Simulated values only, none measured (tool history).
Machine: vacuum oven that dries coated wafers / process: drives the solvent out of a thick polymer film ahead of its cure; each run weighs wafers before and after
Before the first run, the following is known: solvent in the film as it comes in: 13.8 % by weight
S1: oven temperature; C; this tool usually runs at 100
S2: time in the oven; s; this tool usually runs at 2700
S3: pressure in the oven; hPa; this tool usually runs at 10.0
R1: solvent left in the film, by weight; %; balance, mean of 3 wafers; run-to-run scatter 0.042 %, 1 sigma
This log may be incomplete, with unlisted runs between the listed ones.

run,hour,S1,S2,S3,R1
1,0.0,100,2700,10.0,3.80
2,74.3,100,2700,10.0,3.75
3,185.8,100,2700,10.0,3.70
4,261.1,100,2160,10.0,4.56
5,365.9,100,2160,10.0,4.65
6,429.9,100,2160,10.0,4.62
7,530.3,100,2160,10.0,4.58
8,647.7,100,2160,10.0,4.61
9,695.5,100,2700,10.0,3.98
10,766.3,100,2700,10.0,3.93
11,838.8,100,2700,26.3,5.51
12,907.1,100,2700,26.3,5.59
13,980.4,100,2100,26.3,6.38
14,1098.1,100,2100,26.3,6.51
15,1210.4,100,2100,26.3,6.43
16,1302.9,103,2700,10.0,3.52
17,1380.1,91,2700,10.0,6.60
18,1495.2,91,2700,10.0,6.56
19,1579.6,91,2700,10.0,6.64
20,1679.1,91,2700,10.0,5.86
21,1736.6,100,1500,10.0,5.84
22,1831.2,100,1500,10.0,5.87
23,1900.0,100,2460,10.0,4.03
24,1969.6,100,2460,10.0,4.10
25,2034.5,111,2700,16.6,2.11
26,2141.7,111,2700,16.6,1.88
27,2240.6,111,2700,16.6,1.94
28,2324.3,93,2700,16.6,5.88
29,2407.7,99,4320,5.7,1.90
30,2511.3,99,4320,13.8,2.88
31,2628.1,114,2820,30.1,2.62
32,2705.7,97,2700,10.0,4.34
33,2801.3,97,4560,26.6,4.73
34,2863.8,100,1860,10.0,4.96
35,2954.4,100,2820,10.0,3.51
36,3030.9,100,2820,10.0,3.58
37,3095.5,108,1740,37.3,5.30
38,3168.0,88,3960,37.3,9.39

Missing from the log above: 3 entries noted between runs. For each, name the pair of listed runs it sits between and say how the tool's hidden condition differs from the listed run just before to the listed run just after:
Runs 1 to 2: oven's thermocouples calibrated (hour 24.9)
  true wafer temperature over the reading, C: -1.07 -> -0.89; true pressure over the reading, kPa: 0.3 -> 0.318
  the result without the hidden state subtracted from the measured one, R1: +0.55 -> +0.53 %
Runs 19 to 20: vacuum gauge cleaned of residue and calibrated (hour 1598.4)
  true wafer temperature over the reading, C: -1.77 -> -1.83; true pressure over the reading, kPa: 0.694 -> 0.029
  the result without the hidden state subtracted from the measured one, R1: +1.24 -> +0.52 %
Runs 25 to 26: oven's thermocouples calibrated (hour 2115.5)
  true wafer temperature over the reading, C: -2.03 -> -0.25; true pressure over the reading, kPa: 0.12 -> 0.148
  the result without the hidden state subtracted from the measured one, R1: +0.37 -> +0.14 %

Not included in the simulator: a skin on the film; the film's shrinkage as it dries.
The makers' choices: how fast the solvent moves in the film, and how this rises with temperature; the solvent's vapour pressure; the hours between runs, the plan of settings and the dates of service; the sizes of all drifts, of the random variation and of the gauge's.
